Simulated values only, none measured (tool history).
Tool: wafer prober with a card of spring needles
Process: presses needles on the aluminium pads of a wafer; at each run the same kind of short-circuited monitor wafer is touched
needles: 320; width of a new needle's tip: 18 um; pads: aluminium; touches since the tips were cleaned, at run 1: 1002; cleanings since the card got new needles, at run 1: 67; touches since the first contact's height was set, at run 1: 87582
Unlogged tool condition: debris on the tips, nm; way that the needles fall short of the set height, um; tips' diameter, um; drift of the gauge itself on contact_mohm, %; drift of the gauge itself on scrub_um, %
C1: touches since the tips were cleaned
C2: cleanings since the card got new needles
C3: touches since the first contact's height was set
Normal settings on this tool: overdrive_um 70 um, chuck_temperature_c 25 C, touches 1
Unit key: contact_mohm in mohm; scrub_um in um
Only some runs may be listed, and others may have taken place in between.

run 1 hour=0.0 | overdrive_um=70 chuck_temperature_c=25 touches=1 | C1=1002 C2=67 C3=87582 | contact_mohm=194 scrub_um=9.16
-- hour=12.3 tips cleaned on abrasive film
-- hour=33.1 tips cleaned on abrasive film
-- hour=50.5 tips cleaned on abrasive film
run 2 hour=67.7 | overdrive_um=70 chuck_temperature_c=25 touches=1 | C1=2959 C2=70 C3=99187 | contact_mohm=196 scrub_um=9.11
-- hour=71.1 tips cleaned on abrasive film
-- hour=91.3 tips cleaned on abrasive film
run 3 hour=103.4 | overdrive_um=70 chuck_temperature_c=25 touches=1 | C1=2081 C2=72 C3=105295 | contact_mohm=194 scrub_um=9.16
-- hour=111.6 tips cleaned on abrasive film
-- hour=132.3 tips cleaned on abrasive film
-- hour=153.3 tips cleaned on abrasive film
run 4 hour=153.7 | overdrive_um=70 chuck_temperature_c=25 touches=1 | C1=55 C2=75 C3=113905 | contact_mohm=195 scrub_um=9.04
-- hour=173.5 tips cleaned on abrasive film
-- hour=194.6 tips cleaned on abrasive film
-- hour=215.5 tips cleaned on abrasive film
run 5 hour=221.1 | overdrive_um=70 chuck_temperature_c=25 touches=1 | C1=965 C2=78 C3=125475 | contact_mohm=194 scrub_um=9.07
-- hour=234.2 tips cleaned on abrasive film
-- hour=256.0 tips cleaned on abrasive film
-- hour=274.3 tips cleaned on abrasive film
run 6 hour=274.3 | overdrive_um=70 chuck_temperature_c=25 touches=1 | C1=0 C2=81 C3=134573 | contact_mohm=193 scrub_um=9.03
-- hour=295.2 tips cleaned on abrasive film
run 7 hour=311.5 | overdrive_um=56 chuck_temperature_c=25 touches=1 | C1=2805 C2=82 C3=140969 | contact_mohm=195 scrub_um=7.20
-- hour=315.9 tips cleaned on abrasive film
-- hour=336.8 tips cleaned on abrasive film
-- hour=341.4 height of the first contact set anew
-- hour=358.0 tips cleaned on abrasive film
run 8 hour=368.2 | overdrive_um=56 chuck_temperature_c=25 touches=1 | C1=1761 C2=85 C3=4592 | contact_mohm=193 scrub_um=7.23
-- hour=376.9 tips cleaned on abrasive film
-- hour=397.7 tips cleaned on abrasive film
-- hour=418.6 tips cleaned on abrasive film
-- hour=439.8 tips cleaned on abrasive film
run 9 hour=447.6 | overdrive_um=56 chuck_temperature_c=25 touches=1 | C1=1352 C2=89 C3=18205 | contact_mohm=196 scrub_um=7.15
-- hour=460.0 tips cleaned on abrasive film
-- hour=480.0 tips cleaned on abrasive film
-- hour=499.5 tips cleaned on abrasive film
run 10 hour=499.5 | overdrive_um=56 chuck_temperature_c=25 touches=1 | C1=0 C2=92 C3=27080 | contact_mohm=198 scrub_um=7.11
-- hour=516.9 tips cleaned on abrasive film
-- hour=537.8 tips cleaned on abrasive film
-- hour=558.1 tips cleaned on abrasive film
run 11 hour=566.1 | overdrive_um=70 chuck_temperature_c=25 touches=1 | C1=1374 C2=95 C3=38502 | contact_mohm=194 scrub_um=8.98
-- hour=579.1 tips cleaned on abrasive film
-- hour=599.9 tips cleaned on abrasive film
run 12 hour=608.9 | overdrive_um=61 chuck_temperature_c=25 touches=1 | C1=1552 C2=97 C3=45842 | contact_mohm=200 scrub_um=7.86
-- hour=620.4 tips cleaned on abrasive film
-- hour=637.8 tips cleaned on abrasive film
run 13 hour=651.4 | overdrive_um=61 chuck_temperature_c=25 touches=1 | C1=2347 C2=99 C3=53130 | contact_mohm=195 scrub_um=7.86
-- hour=655.9 tips cleaned on abrasive film
-- hour=673.3 tips cleaned on abrasive film
-- hour=695.0 tips cleaned on abrasive film
-- hour=716.5 tips cleaned on abrasive film
run 14 hour=721.3 | overdrive_um=61 chuck_temperature_c=25 touches=1 | C1=839 C2=103 C3=65098 | contact_mohm=194 scrub_um=7.79
-- hour=734.0 tips cleaned on abrasive film
-- hour=751.4 tips cleaned on abrasive film
-- hour=772.6 tips cleaned on abrasive film
-- hour=790.3 tips cleaned on abrasive film
run 15 hour=790.3 | overdrive_um=61 chuck_temperature_c=25 touches=1 | C1=0 C2=107 C3=76908 | contact_mohm=195 scrub_um=7.72
-- hour=811.2 tips cleaned on abrasive film
-- hour=831.1 tips cleaned on abrasive film
-- hour=852.9 tips cleaned on abrasive film
-- hour=868.3 gauge calibrated
-- hour=870.6 tips cleaned on abrasive film
run 16 hour=870.6 | overdrive_um=58 chuck_temperature_c=32 touches=1 | C1=0 C2=111 C3=90658 | contact_mohm=198 scrub_um=7.58
-- hour=892.1 tips cleaned on abrasive film
-- hour=913.8 tips cleaned on abrasive film
run 17 hour=921.3 | overdrive_um=53 chuck_temperature_c=32 touches=1 | C1=1285 C2=113 C3=99364 | contact_mohm=201 scrub_um=6.92
-- hour=934.4 tips cleaned on abrasive film
-- hour=956.2 tips cleaned on abrasive film
-- hour=977.6 tips cleaned on abrasive film
run 18 hour=984.5 | overdrive_um=55 chuck_temperature_c=95 touches=1 | C1=1199 C2=116 C3=110201 | contact_mohm=213 scrub_um=7.16
-- hour=996.9 tips cleaned on abrasive film
-- hour=1015.9 tips cleaned on abrasive film
-- hour=1036.9 tips cleaned on abrasive film
run 19 hour=1043.9 | overdrive_um=70 chuck_temperature_c=25 touches=2 | C1=1196 C2=119 C3=120366 | contact_mohm=194 scrub_um=9.02
-- hour=1057.0 tips cleaned on abrasive film
-- hour=1077.0 tips cleaned on abrasive film
-- hour=1094.4 tips cleaned on abrasive film
-- hour=1115.2 tips cleaned on abrasive film
run 20 hour=1123.6 | overdrive_um=70 chuck_temperature_c=25 touches=2 | C1=1453 C2=123 C3=134030 | contact_mohm=198 scrub_um=9.01
-- hour=1136.7 tips cleaned on abrasive film
-- hour=1158.5 tips cleaned on abrasive film
run 21 hour=1163.6 | overdrive_um=66 chuck_temperature_c=47 touches=1 | C1=873 C2=125 C3=140874 | contact_mohm=206 scrub_um=8.47
-- hour=1176.7 tips cleaned on abrasive film
-- hour=1194.3 height of the first contact set anew
-- hour=1198.7 tips cleaned on abrasive film
run 22 hour=1208.3 | overdrive_um=66 chuck_temperature_c=47 touches=2 | C1=1653 C2=127 C3=2400 | contact_mohm=196 scrub_um=8.49
-- hour=1217.1 tips cleaned on abrasive film
-- hour=1237.3 tips cleaned on abrasive film
-- hour=1258.4 tips cleaned on abrasive film
-- hour=1278.1 tips cleaned on abrasive film
run 23 hour=1284.1 | overdrive_um=70 chuck_temperature_c=25 touches=1 | C1=1025 C2=131 C3=15375 | contact_mohm=195 scrub_um=8.97
-- hour=1296.1 tips cleaned on abrasive film
-- hour=1317.9 tips cleaned on abrasive film
-- hour=1338.9 tips cleaned on abrasive film
run 24 hour=1345.7 | overdrive_um=61 chuck_temperature_c=110 touches=1 | C1=1174 C2=134 C3=25935 | contact_mohm=217 scrub_um=7.79
-- hour=1358.8 tips cleaned on abrasive film
-- hour=1380.6 tips cleaned on abrasive film
run 25 hour=1382.0 | overdrive_um=77 chuck_temperature_c=56 touches=1 | C1=245 C2=136 C3=32152 | contact_mohm=199 scrub_um=9.83
-- hour=1398.9 tips cleaned on abrasive film
-- hour=1417.8 tips cleaned on abrasive film
-- hour=1439.6 tips cleaned on abrasive film
-- hour=1458.5 tips cleaned on abrasive film
run 26 hour=1458.5 | overdrive_um=77 chuck_temperature_c=56 touches=1 | C1=0 C2=140 C3=45263 | contact_mohm=201 scrub_um=9.93
-- hour=1479.7 tips cleaned on abrasive film
-- hour=1501.4 tips cleaned on abrasive film
-- hour=1522.5 tips cleaned on abrasive film
run 27 hour=1530.7 | overdrive_um=64 chuck_temperature_c=105 touches=2 | C1=1403 C2=143 C3=57636 | contact_mohm=213 scrub_um=8.20

What if the next run were any one of these 3? Each begins from the tool's condition after run 27:
-- hour=1543.8 tips cleaned on abrasive film
-- hour=1565.5 tips cleaned on abrasive film
-- hour=1587.0 tips cleaned on abrasive film
run A hour=1587.0 | overdrive_um=70 chuck_temperature_c=25 touches=2 | C1=0 C2=146 C3=67286 | contact_mohm=? scrub_um=?
-- hour=1543.8 tips cleaned on abrasive film
-- hour=1565.5 tips cleaned on abrasive film
-- hour=1587.0 tips cleaned on abrasive film
run B hour=1587.0 | overdrive_um=70 chuck_temperature_c=114 touches=1 | C1=0 C2=146 C3=67286 | contact_mohm=? scrub_um=?
-- hour=1543.8 tips cleaned on abrasive film
-- hour=1565.5 tips cleaned on abrasive film
-- hour=1587.0 tips cleaned on abrasive film
run C hour=1587.0 | overdrive_um=70 chuck_temperature_c=56 touches=2 | C1=0 C2=146 C3=67286 | contact_mohm=? scrub_um=?

run=A contact_mohm=197 scrub_um=8.94
run=B contact_mohm=213 scrub_um=8.88
run=C contact_mohm=202 scrub_um=8.86
Had the tool no hidden state, the same runs would have come out as:
run=A contact_mohm=197 scrub_um=9.13
run=B contact_mohm=213 scrub_um=9.07
run=C contact_mohm=202 scrub_um=9.05

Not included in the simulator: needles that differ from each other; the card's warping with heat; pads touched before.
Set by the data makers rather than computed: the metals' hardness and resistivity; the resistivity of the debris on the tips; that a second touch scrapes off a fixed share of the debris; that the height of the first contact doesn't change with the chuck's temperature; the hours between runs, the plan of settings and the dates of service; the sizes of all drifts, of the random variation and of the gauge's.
